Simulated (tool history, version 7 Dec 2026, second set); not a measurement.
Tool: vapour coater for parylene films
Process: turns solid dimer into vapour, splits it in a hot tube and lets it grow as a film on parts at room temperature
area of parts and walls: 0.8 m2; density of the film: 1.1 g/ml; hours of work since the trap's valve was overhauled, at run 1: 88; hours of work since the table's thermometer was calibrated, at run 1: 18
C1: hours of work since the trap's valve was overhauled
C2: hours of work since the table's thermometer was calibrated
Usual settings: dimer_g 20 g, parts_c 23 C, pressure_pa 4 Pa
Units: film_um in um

Run 1, hour 0: usual settings; C1 88; C2 18. Result: film_um 11.65 um.
Run 2, hour 11.5: usual settings but pressure_pa 6.98 Pa; C1 95; C2 25. Result: film_um 10.67 um.
Run 3, hour 33.5: usual settings but pressure_pa 9.84 Pa; C1 108; C2 38. Result: film_um 10.24 um.
Run 4, hour 55.6: usual settings; C1 121; C2 51. Result: film_um 11.64 um.
Run 5, hour 65.4: usual settings but pressure_pa 10.35 Pa; C1 126; C2 57. Result: film_um 10.07 um.
Run 6, hour 81.5: usual settings but pressure_pa 10.35 Pa; C1 136; C2 66. Result: film_um 10.07 um.
Run 7, hour 93.5: usual settings but parts_c 16 C, pressure_pa 10.35 Pa; C1 143; C2 73. Result: film_um 13.08 um.
Run 8, hour 114.2: usual settings but parts_c 16 C, pressure_pa 10.35 Pa; C1 155; C2 85. Result: film_um 13.12 um.
Run 9, hour 133.9: usual settings but parts_c 16 C, pressure_pa 10.35 Pa; C1 167; C2 97. Result: film_um 13.08 um.
Run 10, hour 152.4: usual settings but parts_c 16 C, pressure_pa 10.35 Pa; C1 178; C2 108. Result: film_um 12.99 um.
Run 11, hour 168.3: usual settings but parts_c 16 C, pressure_pa 10.35 Pa; C1 187; C2 117. Result: film_um 13.4 um.

Run 12 comes next. What will it give?
Run 12, hour 185.3: usual settings but dimer_g 26 g, parts_c 15 C, pressure_pa 5.69 Pa; C1 197; C2 127. Result: film_um ?.

film_um: 19.44 um
Without the tool's hidden state the same run would have given film_um 19.48 um.
